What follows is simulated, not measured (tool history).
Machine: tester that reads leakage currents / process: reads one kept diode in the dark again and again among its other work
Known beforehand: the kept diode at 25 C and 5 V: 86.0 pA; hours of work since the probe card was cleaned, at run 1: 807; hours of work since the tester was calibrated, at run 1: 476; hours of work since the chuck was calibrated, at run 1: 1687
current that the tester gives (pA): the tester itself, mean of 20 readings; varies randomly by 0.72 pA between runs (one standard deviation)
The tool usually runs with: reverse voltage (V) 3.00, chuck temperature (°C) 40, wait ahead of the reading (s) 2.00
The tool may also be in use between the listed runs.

run,hour,reverse voltage (V),chuck temperature (°C),wait ahead of the reading (s),hours of work since the probe card was cleaned,hours of work since the tester was calibrated,hours of work since the chuck was calibrated,current that the tester gives (pA)
1,0.0,3.00,40,2.00,807,476,1687,239.96
2,65.7,3.00,40,2.00,850,520,1731,240.41
3,149.0,3.00,40,2.00,906,576,1786,239.60
4,222.8,3.00,40,0.53,955,625,1835,240.12
5,342.2,11.77,40,2.00,1034,704,1915,457.06
6,464.5,3.00,40,2.00,1116,785,1996,239.92
7,546.2,3.00,40,2.00,1170,840,2050,241.00
8,613.8,3.00,40,7.98,1215,885,2095,240.42
9,680.5,3.00,40,8.86,1259,929,2140,241.24
10,758.4,3.00,40,2.00,1311,981,2191,240.20
# hour 835.7: chuck's temperature calibrated
11,859.2,3.00,40,2.00,1377,1046,16,239.35
12,951.2,3.00,36,2.00,1438,1108,77,173.65
13,1061.5,3.00,36,2.00,1511,1181,150,173.12
14,1172.5,3.00,36,2.00,1585,1255,224,172.73
15,1274.1,1.92,33,2.00,1653,1322,292,109.73
16,1362.7,1.92,33,2.00,1711,1381,350,109.85
17,1482.3,2.58,33,1.44,1791,1461,430,126.08
18,1600.9,3.00,40,1.22,1870,1540,509,240.68
19,1677.0,3.00,32,5.77,1920,1590,559,124.98
20,1751.1,3.00,32,5.77,1970,1640,609,124.46
21,1848.4,12.12,52,3.17,2034,1704,673,1166.39
22,1956.7,2.48,52,1.92,2106,1776,745,556.15
23,2080.5,18.57,40,1.10,2189,1859,828,569.86

5 ways to go on from here, each from the tool as it stands after run 23. What would each give?
A,2181.4,17.44,52,4.34,2256,1926,895,?
B,2181.4,13.93,47,0.46,2256,1926,895,?
C,2181.4,8.58,40,2.00,2256,1926,895,?
D,2181.4,6.52,31,1.10,2256,1926,895,?
E,2181.4,3.00,29,0.68,2256,1926,895,?

run,current that the tester gives (pA)
A,1382.82
B,859.22
C,392.94
D,164.68
E,96.42
Take away the tool's hidden state, keep each run's random variation, and the runs would have read:
run,current that the tester gives (pA)
A,1383.23
B,859.42
C,392.99
D,164.65
E,96.42
